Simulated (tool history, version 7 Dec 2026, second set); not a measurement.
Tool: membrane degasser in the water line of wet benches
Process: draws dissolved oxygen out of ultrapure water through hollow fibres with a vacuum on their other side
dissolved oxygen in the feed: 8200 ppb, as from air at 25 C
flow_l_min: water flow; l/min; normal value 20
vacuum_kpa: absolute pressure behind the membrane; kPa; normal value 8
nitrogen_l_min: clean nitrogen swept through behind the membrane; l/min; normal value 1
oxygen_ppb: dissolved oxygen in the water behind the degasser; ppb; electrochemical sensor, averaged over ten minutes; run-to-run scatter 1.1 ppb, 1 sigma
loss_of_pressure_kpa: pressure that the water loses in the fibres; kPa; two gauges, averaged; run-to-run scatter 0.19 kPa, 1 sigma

run	day	flow_l_min	vacuum_kpa	nitrogen_l_min	oxygen_ppb	loss_of_pressure_kpa
1	0	20	8	1	212.5	38.39
2	4.958	20	8	1	215.1	37.96
3	9.438	20	8	1	214.9	38.1
4	13.529	20	8	1	217.2	38.12
5	17.667	20	7.16	1	178.8	38.42
6	23.167	20	14.2	1	477.2	38.24
7	26.246	20	8	1	216	38.53
8	28.892	20	18.44	1	640.1	38.26
9	32.458	20	18.44	1	642.5	38.62
10	37.625	20	18.44	1	636.7	38.45
11	40.317	20	18.44	1	639.6	38.37
12	45.712	20	8	1	215.8	38.24
13	49.217	20	8	1	216	38.35
14	53.179	20	8	1	215	38.31
15	58.796	20	8	1	214	38.53
16	63.412	20	8	1	215.1	38.18
17	68.358	20	8	1	217.4	38.32
18	71.458	26	15.66	1	667.2	49.62
19	77.321	26	15.66	1	669.7	49.87
20	81.079	26	15.66	1	662.9	49.94
21	84.967	14	13.61	0.55	539.3	26.48
22	90.704	14	13.61	0.55	540.8	26.93
23	96.504	18	8	0.56	314.4	34.82
24	100.883	18	8	0.56	317.2	34.77
25	103.688	18	14.76	2.07	238.2	34.58
26	108.517	18	15.37	2.07	248.6	34.61
27	113.208	12	14.26	2.07	154.5	22.72
# day 115.958: vacuum gauge calibrated
28	119.304	12	14.26	2.07	153.4	22.77
29	121.838	15	11.68	1.65	183.2	28.52
30	127.192	15	11.68	1.65	180.3	28.68
31	130.888	15	8.13	0.48	314.4	28.7
32	133.721	20	5.02	1.67	56	37.98

Each row is a separate what-if for the run after 32, all from the same tool condition, not one after another. Results?
A	137.562	17	12.76	0.5	?	?
B	137.562	20	6.47	1	?	?
C	137.562	27	6.12	1.09	?	?
D	137.562	20	10.85	1.67	?	?

run	oxygen_ppb	loss_of_pressure_kpa
A	639.5	32.73
B	150	38.1
C	172.9	51.89
D	212.9	38.34
Take away the tool's hidden state, keep each run's random variation, and the runs would have read:
run	oxygen_ppb	loss_of_pressure_kpa
A	639.5	32.7
B	149.9	38.06
C	172.8	51.84
D	212.8	38.31
